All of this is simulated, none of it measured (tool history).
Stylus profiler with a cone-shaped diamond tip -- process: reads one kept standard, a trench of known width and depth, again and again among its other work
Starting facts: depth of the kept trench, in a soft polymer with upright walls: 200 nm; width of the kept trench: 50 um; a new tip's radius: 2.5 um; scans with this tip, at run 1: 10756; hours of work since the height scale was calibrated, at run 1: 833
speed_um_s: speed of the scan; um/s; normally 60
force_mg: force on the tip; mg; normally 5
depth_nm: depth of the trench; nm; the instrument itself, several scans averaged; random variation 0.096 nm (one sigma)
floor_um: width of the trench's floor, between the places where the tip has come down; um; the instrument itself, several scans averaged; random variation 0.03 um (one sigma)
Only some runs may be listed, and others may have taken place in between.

run	day	speed_um_s	force_mg	scans with this tip	hours of work since the height scale was calibrated	depth_nm	floor_um
1	0	60	5	10756	833	202.57	47.48
2	0.846	60	5	10902	844	202.68	47.43
3	2.038	60	5	11108	860	202.78	47.38
4	2.675	60	5	11219	869	202.5	47.34
5	3.958	60	5	11441	886	202.65	47.37
6	4.517	60	5	11537	893	202.79	47.43
7	5.733	60	5	11747	910	202.62	47.39
8	6.283	60	5	11842	917	202.72	47.41
9	7.4	60	5	12035	932	202.7	47.4
10	8.567	60	5	12237	948	202.59	47.32
11	9.638	60	5	12423	962	202.96	47.38
12	10.371	60	5	12549	972	202.69	47.4
13	11.467	60	4.53	12739	986	202.54	47.37
14	12.379	60	4.53	12897	999	202.4	47.33
15	13.617	17	3.33	13111	1015	202.39	47.5
16	14.633	23	1.67	13286	1029	201.61	47.44
17	15.621	60	8.79	13457	1042	203.85	47.39
18	16.583	60	8.79	13623	1055	203.94	47.32
19	17.692	16	7.3	13815	1070	203.47	47.5
20	18.8	62	4.96	14006	1085	202.56	47.29
21	19.821	22	2.45	14183	1098	201.74	47.45
22	20.408	22	2.45	14285	1106	201.74	47.41
23	20.933	73	2.51	14375	1113	202.12	47.15
24	22.162	46	7.85	14588	1130	203.55	47.43
25	23.092	207	5.82	14748	1142	203.04	46.83
26	24.342	76	13.72	14964	1159	205.05	47.34
27	25.117	76	13.72	15099	1169	205.07	47.3
28	25.696	76	13.72	15199	1177	205.26	47.33

What if the next run were any one of these 4? Each begins from the tool's condition after run 28:
A	26.267	40	1.77	15298	1185	?	?
B	26.267	24	2.36	15298	1185	?	?
C	26.267	218	9.89	15298	1185	?	?
D	26.267	118	2.31	15298	1185	?	?

run	depth_nm	floor_um
A	201.61	47.2
B	201.83	47.38
C	204.18	46.9
D	201.85	46.86
With no hidden state in the tool, these same runs would have given:
run	depth_nm	floor_um
A	201.23	47.73
B	201.45	47.91
C	203.81	47.44
D	201.48	47.39

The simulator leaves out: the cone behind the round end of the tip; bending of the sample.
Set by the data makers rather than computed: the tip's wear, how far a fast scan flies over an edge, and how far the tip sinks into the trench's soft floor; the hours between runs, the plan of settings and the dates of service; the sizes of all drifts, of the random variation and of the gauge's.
